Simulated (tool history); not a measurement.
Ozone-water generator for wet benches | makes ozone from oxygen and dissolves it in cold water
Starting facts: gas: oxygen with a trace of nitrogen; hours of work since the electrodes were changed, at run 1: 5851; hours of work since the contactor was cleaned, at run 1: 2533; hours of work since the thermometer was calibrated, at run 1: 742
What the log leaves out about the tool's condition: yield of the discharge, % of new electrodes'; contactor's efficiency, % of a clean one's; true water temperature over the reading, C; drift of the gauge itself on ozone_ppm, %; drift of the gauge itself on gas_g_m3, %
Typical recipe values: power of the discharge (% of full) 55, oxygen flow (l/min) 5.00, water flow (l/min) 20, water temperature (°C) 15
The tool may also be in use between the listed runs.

| run | hour | power of the discharge (% of full) | oxygen flow (l/min) | water flow (l/min) | water temperature (°C) | hours of work since the electrodes were changed | hours of work since the contactor was cleaned | hours of work since the thermometer was calibrated | dissolved ozone (ppm) | ozone in the gas ahead of the water (g/m3) |
|---|---|---|---|---|---|---|---|---|---|---|
| 1 | 0.0 | 55 | 5.00 | 20 | 15 | 5851 | 2533 | 742 | 18.2 | 146.1 |
| 2 | 131.2 | 55 | 5.00 | 20 | 9 | 5948 | 2630 | 839 | 19.8 | 146.7 |
| 3 | 326.3 | 55 | 5.00 | 20 | 15 | 6092 | 2774 | 983 | 18.2 | 146.3 |
| 4 | 515.1 | 55 | 5.00 | 20 | 15 | 6231 | 2913 | 1122 | 18.1 | 148.6 |
| 5 | 694.5 | 55 | 5.00 | 20 | 15 | 6364 | 3046 | 1255 | 18.3 | 147.1 |
|  | 828.4 | contactor cleaned |
| 6 | 861.6 | 55 | 5.00 | 20 | 15 | 6484 | 25 | 1375 | 18.1 | 146.3 |
| 7 | 1057.6 | 55 | 5.00 | 20 | 22 | 6629 | 169 | 1520 | 16.5 | 145.6 |
| 8 | 1286.2 | 55 | 5.00 | 20 | 22 | 6798 | 338 | 1688 | 16.6 | 147.2 |
| 9 | 1488.1 | 55 | 5.00 | 20 | 22 | 6947 | 487 | 1837 | 16.6 | 146.7 |
| 10 | 1605.3 | 55 | 5.00 | 20 | 22 | 7033 | 573 | 1924 | 16.6 | 147.0 |
| 11 | 1839.2 | 55 | 5.00 | 20 | 22 | 7206 | 746 | 2097 | 16.5 | 146.0 |
| 12 | 2065.1 | 55 | 5.00 | 20 | 22 | 7373 | 913 | 2263 | 16.7 | 147.2 |
| 13 | 2200.1 | 55 | 8.01 | 31 | 18 | 7472 | 1013 | 2363 | 13.3 | 120.1 |
| 14 | 2329.5 | 92 | 5.00 | 20 | 15 | 7568 | 1108 | 2458 | 27.9 | 220.2 |
| 15 | 2476.5 | 51 | 5.00 | 20 | 20 | 7676 | 1217 | 2567 | 15.9 | 139.4 |

What differs in the tool's unlogged condition from the final listed run ahead of each entry between runs to the first listed run following it?
Runs 5 to 6: contactor cleaned (hour 828.4)
  contactor's efficiency, % of a clean one's: 99.9 -> 100
